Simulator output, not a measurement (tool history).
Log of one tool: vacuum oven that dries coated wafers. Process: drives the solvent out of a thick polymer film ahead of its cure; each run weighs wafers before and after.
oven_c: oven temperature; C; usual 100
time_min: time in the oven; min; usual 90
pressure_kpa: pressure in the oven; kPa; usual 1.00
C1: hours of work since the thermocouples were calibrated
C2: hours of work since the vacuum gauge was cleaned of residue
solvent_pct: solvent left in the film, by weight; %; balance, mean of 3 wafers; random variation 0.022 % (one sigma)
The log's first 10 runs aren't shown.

run 11 day=4.358 | oven_c=100 time_min=62 pressure_kpa=1.00 | C1=268 C2=273 | solvent_pct=4.97
run 12 day=4.892 | oven_c=100 time_min=90 pressure_kpa=1.00 | C1=278 C2=282 | solvent_pct=2.92
run 13 day=5.267 | oven_c=100 time_min=90 pressure_kpa=0.74 | C1=285 C2=289 | solvent_pct=2.78
run 14 day=5.579 | oven_c=108 time_min=90 pressure_kpa=1.00 | C1=290 C2=295 | solvent_pct=1.14
run 15 day=6.050 | oven_c=108 time_min=90 pressure_kpa=1.00 | C1=299 C2=303 | solvent_pct=1.15
run 16 day=6.371 | oven_c=88 time_min=114 pressure_kpa=1.00 | C1=304 C2=309 | solvent_pct=6.00
-- day=6.504 oven's thermocouples calibrated
run 17 day=6.946 | oven_c=107 time_min=155 pressure_kpa=2.65 | C1=8 C2=318 | solvent_pct=1.29
run 18 day=7.512 | oven_c=107 time_min=155 pressure_kpa=2.65 | C1=18 C2=328 | solvent_pct=1.23
run 19 day=7.812 | oven_c=107 time_min=155 pressure_kpa=2.65 | C1=24 C2=333 | solvent_pct=1.28
run 20 day=8.312 | oven_c=100 time_min=139 pressure_kpa=1.35 | C1=33 C2=343 | solvent_pct=1.51
run 21 day=8.821 | oven_c=100 time_min=139 pressure_kpa=1.35 | C1=42 C2=352 | solvent_pct=1.52
run 22 day=9.129 | oven_c=100 time_min=139 pressure_kpa=1.35 | C1=47 C2=357 | solvent_pct=1.50
-- day=9.388 oven's thermocouples calibrated, once more
run 23 day=9.621 | oven_c=100 time_min=139 pressure_kpa=1.35 | C1=4 C2=365 | solvent_pct=1.79
run 24 day=9.929 | oven_c=100 time_min=51 pressure_kpa=1.00 | C1=10 C2=370 | solvent_pct=6.63
run 25 day=10.238 | oven_c=100 time_min=90 pressure_kpa=2.68 | C1=15 C2=376 | solvent_pct=4.15
run 26 day=10.675 | oven_c=92 time_min=90 pressure_kpa=1.00 | C1=23 C2=384 | solvent_pct=6.31
run 27 day=11.254 | oven_c=92 time_min=90 pressure_kpa=1.00 | C1=34 C2=394 | solvent_pct=6.29
run 28 day=11.550 | oven_c=100 time_min=90 pressure_kpa=1.00 | C1=39 C2=399 | solvent_pct=3.25
run 29 day=11.996 | oven_c=100 time_min=90 pressure_kpa=1.00 | C1=47 C2=407 | solvent_pct=3.29
run 30 day=12.354 | oven_c=100 time_min=90 pressure_kpa=1.00 | C1=53 C2=414 | solvent_pct=3.32

Forecast each of these 4 alternatives for the next run:
run A day=12.683 | oven_c=92 time_min=90 pressure_kpa=1.00 | C1=59 C2=420 | solvent_pct=?
run B day=12.683 | oven_c=103 time_min=131 pressure_kpa=1.16 | C1=59 C2=420 | solvent_pct=?
run C day=12.683 | oven_c=100 time_min=84 pressure_kpa=1.32 | C1=59 C2=420 | solvent_pct=?
run D day=12.683 | oven_c=90 time_min=126 pressure_kpa=0.70 | C1=59 C2=420 | solvent_pct=?

run=A solvent_pct=6.27
run=B solvent_pct=1.31
run=C solvent_pct=3.77
run=D solvent_pct=4.80
Without the tool's hidden state the same runs would have given:
run=A solvent_pct=6.19
run=B solvent_pct=1.23
run=C solvent_pct=3.70
run=D solvent_pct=4.71
